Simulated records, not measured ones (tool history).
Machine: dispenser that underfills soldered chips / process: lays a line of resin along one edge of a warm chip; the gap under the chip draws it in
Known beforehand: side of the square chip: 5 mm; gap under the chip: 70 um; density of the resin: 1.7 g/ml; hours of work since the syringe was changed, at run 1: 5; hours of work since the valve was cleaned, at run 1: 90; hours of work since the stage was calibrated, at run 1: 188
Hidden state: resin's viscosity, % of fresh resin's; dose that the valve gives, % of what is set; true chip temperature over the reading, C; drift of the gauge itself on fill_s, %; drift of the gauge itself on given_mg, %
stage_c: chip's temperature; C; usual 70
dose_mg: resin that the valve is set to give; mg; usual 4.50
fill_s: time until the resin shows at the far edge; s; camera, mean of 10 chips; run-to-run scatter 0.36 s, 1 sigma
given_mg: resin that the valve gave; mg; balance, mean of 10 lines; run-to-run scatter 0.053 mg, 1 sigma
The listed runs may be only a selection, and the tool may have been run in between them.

run	hour	stage_c	dose_mg	hours of work since the syringe was changed	hours of work since the valve was cleaned	hours of work since the stage was calibrated	fill_s	given_mg
1	0.0	70	4.50	5	90	188	30.2	4.19
# hour 3.1: new syringe of resin
2	12.9	70	4.50	6	98	197	32.6	4.04
# hour 14.5: new syringe of resin
3	24.6	70	4.50	7	106	204	32.8	4.34
# hour 26.2: new syringe of resin
4	36.4	70	4.50	7	113	212	33.6	4.26
# hour 37.9: new syringe of resin
# hour 47.8: dispensing valve cleaned and set on the balance
# hour 50.8: new syringe of resin
5	53.1	70	4.50	2	3	221	23.1	4.53
# hour 63.0: new syringe of resin
6	64.9	70	4.50	1	11	229	22.2	4.48
# hour 74.8: new syringe of resin
7	79.0	63	4.02	3	20	238	34.0	4.01
# hour 86.8: new syringe of resin
8	91.1	61	5.28	3	28	246	36.0	5.25
# hour 98.4: new syringe of resin
9	104.1	63	4.50	4	36	254	34.7	4.42
# hour 110.7: new syringe of resin
10	113.0	70	4.81	2	42	260	22.9	4.60
# hour 122.7: new syringe of resin
11	128.3	62	4.66	4	51	270	37.9	4.52
# hour 134.0: new syringe of resin
12	144.1	68	3.88	7	62	280	38.3	3.64

Each row is a separate what-if for the run after 12, all from the same tool condition, not one after another. Results?
# hour 145.3: new syringe of resin
A	154.9	72	5.38	6	69	287	?	?
# hour 145.3: new syringe of resin
B	154.9	72	4.12	6	69	287	?	?
# hour 145.3: new syringe of resin
C	154.9	62	5.15	6	69	287	?	?
# hour 145.3: new syringe of resin
D	154.9	70	4.51	6	69	287	?	?

run	fill_s	given_mg
A	30.4	5.15
B	31.5	3.97
C	44.9	4.88
D	33.4	4.28
Stripped of hidden state, with their random variation kept, the same runs would have yielded:
run	fill_s	given_mg
A	18.7	5.41
B	19.1	4.17
C	27.6	5.12
D	20.3	4.49
